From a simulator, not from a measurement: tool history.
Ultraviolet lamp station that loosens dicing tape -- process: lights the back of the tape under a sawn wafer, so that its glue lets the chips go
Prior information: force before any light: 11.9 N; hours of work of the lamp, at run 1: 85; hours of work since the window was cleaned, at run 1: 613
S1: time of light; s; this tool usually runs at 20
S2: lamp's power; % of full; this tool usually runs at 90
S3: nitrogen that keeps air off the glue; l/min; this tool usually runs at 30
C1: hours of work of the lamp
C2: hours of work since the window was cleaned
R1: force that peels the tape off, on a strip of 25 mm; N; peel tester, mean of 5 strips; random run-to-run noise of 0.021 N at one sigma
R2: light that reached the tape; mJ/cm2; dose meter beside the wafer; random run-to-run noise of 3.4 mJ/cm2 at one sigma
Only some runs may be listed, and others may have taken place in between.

run,hour,S1,S2,S3,C1,C2,R1,R2
1,0.0,20,90,30,85,613,1.332,496
2,7.4,20,90,30,89,616,1.340,499
3,18.5,20,90,30,94,621,1.366,503
4,26.5,20,90,30,98,625,1.333,498
5,35.5,20,90,30,102,629,1.330,498
6,43.3,20,68,30,106,633,2.172,374
7,49.9,33,90,30,109,636,0.443,814
8,59.7,20,90,30,114,641,1.328,495
9,66.9,20,90,30,117,644,1.320,492
10,76.8,20,90,30,122,649,1.404,495
11,91.7,20,90,30,129,656,1.333,498
# hour 98.9: window cleaned of glue's vapour
12,100.8,20,90,30,133,1,1.079,552
13,110.0,29,63,32,137,5,1.048,562

Run 14, settings as shown, results not yet in. Your forecast:
14,124.2,29,63,32,144,12,?,?

{"run 14": {"R1": 1.005, "R2": 556}}
With the hidden condition absent and the run-to-run variation left alone, this run would have shown R1 0.944 N, R2 572 mJ/cm2.
